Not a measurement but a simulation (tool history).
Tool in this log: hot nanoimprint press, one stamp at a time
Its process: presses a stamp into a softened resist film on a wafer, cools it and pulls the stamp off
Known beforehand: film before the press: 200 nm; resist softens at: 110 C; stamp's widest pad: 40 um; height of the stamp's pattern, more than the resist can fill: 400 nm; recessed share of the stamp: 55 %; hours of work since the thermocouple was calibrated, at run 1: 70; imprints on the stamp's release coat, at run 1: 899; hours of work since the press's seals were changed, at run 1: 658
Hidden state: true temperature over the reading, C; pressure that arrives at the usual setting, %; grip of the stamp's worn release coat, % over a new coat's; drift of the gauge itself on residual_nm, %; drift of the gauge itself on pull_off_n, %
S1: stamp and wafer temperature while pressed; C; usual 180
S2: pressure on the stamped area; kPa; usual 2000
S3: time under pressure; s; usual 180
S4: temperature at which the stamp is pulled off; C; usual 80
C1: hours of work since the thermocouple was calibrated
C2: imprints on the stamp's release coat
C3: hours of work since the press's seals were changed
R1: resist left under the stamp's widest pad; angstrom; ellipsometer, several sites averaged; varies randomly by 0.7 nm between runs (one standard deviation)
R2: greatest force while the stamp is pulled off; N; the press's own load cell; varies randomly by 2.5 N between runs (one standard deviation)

run	hour	S1	S2	S3	S4	C1	C2	C3	R1	R2
1	0	180	2000	180	80	70	899	658	831	149
# hour 38.8: stamp cleaned and given a new release coat
2	94.7	180	2000	195	80	109	145	697	806	123
3	185.9	180	2000	180	81	149	382	738	827	128
4	249.7	180	2000	180	81	177	548	766	816	131
5	323.3	180	2000	180	81	210	739	798	796	135
# hour 422.2: stamp cleaned and given a new release coat
6	422.2	180	2090	180	81	251	0	839	782	115
7	486.5	180	2090	180	77	279	167	868	765	131
8	531	180	2090	180	77	299	283	887	791	130
9	603.7	180	2000	180	80	331	472	919	789	133
10	696.2	180	2000	180	80	372	712	960	768	137
11	760.1	180	2000	180	80	400	878	988	787	135
# hour 810.2: stamp cleaned and given a new release coat
12	814.8	180	2480	180	80	421	12	1010	699	108
13	892.6	180	1480	180	80	456	214	1044	886	117
# hour 949.2: plate thermocouple calibrated
14	989.3	180	1480	180	80	18	458	1086	985	131
15	1069.6	180	1480	180	80	53	666	1121	971	136
16	1144	180	1220	198	80	86	859	1154	1031	140
# hour 1202: stamp cleaned and given a new release coat
17	1234.1	176	1220	198	80	123	84	1191	1234	118
18	1309.6	176	1220	198	80	156	280	1224	1224	124
19	1397.8	189	2000	180	66	195	509	1263	539	155
20	1470.8	189	2000	180	66	228	699	1296	520	158
21	1512.3	187	2000	329	80	246	806	1314	450	143
22	1560.5	177	1580	104	76	267	931	1335	1268	152
# hour 1587.8: stamp cleaned and given a new release coat
23	1618.3	177	1580	104	84	290	79	1358	1243	108
# hour 1646.5: press's hydraulic seals changed and the load cell set to zero
24	1672.5	179	1830	187	81	310	199	11	818	116
25	1767.9	191	1280	187	65	353	447	54	552	147
26	1815.3	180	2600	180	80	373	570	74	647	137
27	1859.9	183	2600	125	80	393	686	94	634	135
28	1922.2	183	2600	125	80	421	847	122	634	139
29	1965.4	180	1330	180	80	440	960	141	919	143
# hour 1982.5: stamp cleaned and given a new release coat
# hour 2062.4: plate thermocouple calibrated
30	2062.4	175	1330	180	77	0	199	180	1274	129

Pick out some run-to-run changes in R1. Of each, how much would a tool without hidden state show as well, from the settings, what came in and chance, and how much is left for the hidden state and any gauge scatter not in both results compared?
Run 13 -> 14: plate thermocouple calibrated. R1 +99 angstrom: hidden state +105, all else -6.
Run 18 -> 19: S1 176 -> 189, S2 1220 -> 2000, S3 198 -> 180, S4 80 -> 66. R1 -685 angstrom: hidden state +13, all else -698.
Run 21 -> 22: S1 187 -> 177, S2 2000 -> 1580, S3 329 -> 104, S4 80 -> 76. R1 +818 angstrom: hidden state -17, all else +835.
Run 23 -> 24: S1 177 -> 179, S2 1580 -> 1830, S3 104 -> 187, S4 84 -> 81, press's hydraulic seals changed and the load cell set to zero. R1 -425 angstrom: hidden state -44, all else -381.
Run 29 -> 30: S1 180 -> 175, S4 80 -> 77, stamp cleaned and given a new release coat, plate thermocouple calibrated. R1 +355 angstrom: hidden state +90, all else +265.
